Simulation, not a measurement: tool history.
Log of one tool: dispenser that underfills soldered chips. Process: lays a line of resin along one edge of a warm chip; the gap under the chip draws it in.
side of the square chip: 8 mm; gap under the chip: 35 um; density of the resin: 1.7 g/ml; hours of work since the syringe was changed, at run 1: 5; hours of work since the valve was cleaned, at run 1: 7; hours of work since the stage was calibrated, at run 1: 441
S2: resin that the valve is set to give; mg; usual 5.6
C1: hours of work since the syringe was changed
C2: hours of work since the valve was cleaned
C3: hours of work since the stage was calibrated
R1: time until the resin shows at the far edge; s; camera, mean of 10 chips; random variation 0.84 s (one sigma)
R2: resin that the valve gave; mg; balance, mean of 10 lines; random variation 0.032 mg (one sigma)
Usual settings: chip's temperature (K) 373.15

run 1 hour=0 | chip's_temperature_(K)=373.15 S2=5.6 | C1=5 C2=7 C3=441 | R1=103.7 R2=5.59
-- hour=8.4 new syringe of resin
run 2 hour=13.2 | chip's_temperature_(K)=373.15 S2=5.6 | C1=4 C2=17 C3=451 | R1=102 R2=5.55
run 3 hour=21.7 | chip's_temperature_(K)=373.15 S2=5.6 | C1=10 C2=23 C3=457 | R1=147.3 R2=5.51
-- hour=23.4 new syringe of resin
run 4 hour=33.9 | chip's_temperature_(K)=373.15 S2=5.6 | C1=8 C2=32 C3=466 | R1=126.5 R2=5.47
-- hour=37.2 new syringe of resin
run 5 hour=42.9 | chip's_temperature_(K)=373.15 S2=5.6 | C1=4 C2=39 C3=473 | R1=106.4 R2=5.51
-- hour=52 new syringe of resin
run 6 hour=52 | chip's_temperature_(K)=373.15 S2=5.6 | C1=0 C2=45 C3=480 | R1=84.8 R2=5.42
run 7 hour=58.5 | chip's_temperature_(K)=360.15 S2=5.6 | C1=5 C2=50 C3=484 | R1=176.2 R2=5.41
-- hour=66.1 new syringe of resin
run 8 hour=69.9 | chip's_temperature_(K)=373.15 S2=5.01 | C1=3 C2=59 C3=493 | R1=100.4 R2=4.74
-- hour=80.3 new syringe of resin
run 9 hour=82.8 | chip's_temperature_(K)=373.15 S2=6.92 | C1=2 C2=68 C3=502 | R1=91.5 R2=6.65
run 10 hour=91.5 | chip's_temperature_(K)=379.15 S2=5.6 | C1=8 C2=75 C3=509 | R1=112.6 R2=5.24
-- hour=94.3 new syringe of resin
run 11 hour=104 | chip's_temperature_(K)=379.15 S2=5.6 | C1=7 C2=84 C3=518 | R1=103.1 R2=5.25
-- hour=108.1 new syringe of resin
run 12 hour=118.9 | chip's_temperature_(K)=379.15 S2=5.6 | C1=8 C2=95 C3=529 | R1=109.8 R2=5.15
-- hour=122.3 new syringe of resin
run 13 hour=131.7 | chip's_temperature_(K)=379.15 S2=5.6 | C1=7 C2=104 C3=539 | R1=101.9 R2=5.13
-- hour=136.4 new syringe of resin
run 14 hour=138.3 | chip's_temperature_(K)=379.15 S2=5.6 | C1=1 C2=109 C3=543 | R1=75.8 R2=5.12
run 15 hour=145.3 | chip's_temperature_(K)=368.15 S2=6.25 | C1=7 C2=114 C3=549 | R1=145.5 R2=5.71
-- hour=150.4 new syringe of resin
run 16 hour=154 | chip's_temperature_(K)=368.15 S2=6.25 | C1=3 C2=121 C3=555 | R1=114.5 R2=5.61
run 17 hour=161.3 | chip's_temperature_(K)=367.15 S2=6.41 | C1=8 C2=126 C3=560 | R1=163.2 R2=5.75
-- hour=165.2 new syringe of resin
run 18 hour=174.6 | chip's_temperature_(K)=367.15 S2=6.41 | C1=7 C2=136 C3=570 | R1=156.7 R2=5.69
-- hour=179.2 new syringe of resin
run 19 hour=184.5 | chip's_temperature_(K)=367.15 S2=6.41 | C1=4 C2=143 C3=577 | R1=127.2 R2=5.69
-- hour=191.3 dispensing valve cleaned and set on the balance
-- hour=194.8 new syringe of resin
run 20 hour=196.4 | chip's_temperature_(K)=386.15 S2=5.6 | C1=1 C2=4 C3=585 | R1=59.8 R2=5.49
-- hour=209.2 new syringe of resin
run 21 hour=209.3 | chip's_temperature_(K)=386.15 S2=5.6 | C1=0 C2=13 C3=595 | R1=54.5 R2=5.54
run 22 hour=218.1 | chip's_temperature_(K)=385.15 S2=5.64 | C1=7 C2=20 C3=602 | R1=82.6 R2=5.53
-- hour=223.4 new syringe of resin
run 23 hour=224.9 | chip's_temperature_(K)=360.15 S2=5.87 | C1=1 C2=25 C3=607 | R1=138.2 R2=5.75
-- hour=228.7 stage's temperature calibrated
run 24 hour=232.4 | chip's_temperature_(K)=377.15 S2=6.43 | C1=6 C2=30 C3=3 | R1=97.8 R2=6.3
-- hour=239.3 new syringe of resin
run 25 hour=242.8 | chip's_temperature_(K)=377.15 S2=6.43 | C1=3 C2=37 C3=10 | R1=79.8 R2=6.18
run 26 hour=251.5 | chip's_temperature_(K)=377.15 S2=6.43 | C1=9 C2=44 C3=17 | R1=118.7 R2=6.23
-- hour=253.6 new syringe of resin
run 27 hour=261.3 | chip's_temperature_(K)=378.15 S2=5.61 | C1=6 C2=51 C3=24 | R1=94 R2=5.38

The same runs without the tool's hidden state, with the same run-to-run variation:
The hidden state here: resin's viscosity, % of fresh resin's; dose that the valve gives, % of what is set; true chip temperature over the reading, C; drift of the gauge itself on fill_s, %; drift of the gauge itself on given_mg, %.
run=1 R1=76.3 R2=5.59
run=2 R1=78.7 R2=5.59
run=3 R1=78.5 R2=5.58
run=4 R1=77.6 R2=5.59
run=5 R1=79.4 R2=5.66
run=6 R1=78.9 R2=5.6
run=7 R1=123.6 R2=5.61
run=8 R1=80.7 R2=4.96
run=9 R1=77.7 R2=7.01
run=10 R1=65.2 R2=5.56
run=11 R1=64.2 R2=5.62
run=12 R1=64.6 R2=5.57
run=13 R1=63.7 R2=5.6
run=14 R1=64.7 R2=5.6
run=15 R1=92.2 R2=6.28
run=16 R1=91.5 R2=6.21
run=17 R1=95.1 R2=6.39
run=18 R1=96 R2=6.39
run=19 R1=93.5 R2=6.43
run=20 R1=52.4 R2=5.5
run=21 R1=50.9 R2=5.59
run=22 R1=52.7 R2=5.62
run=23 R1=120.3 R2=5.86
run=24 R1=67.7 R2=6.45
run=25 R1=68 R2=6.37
run=26 R1=69.4 R2=6.46
run=27 R1=65.9 R2=5.62
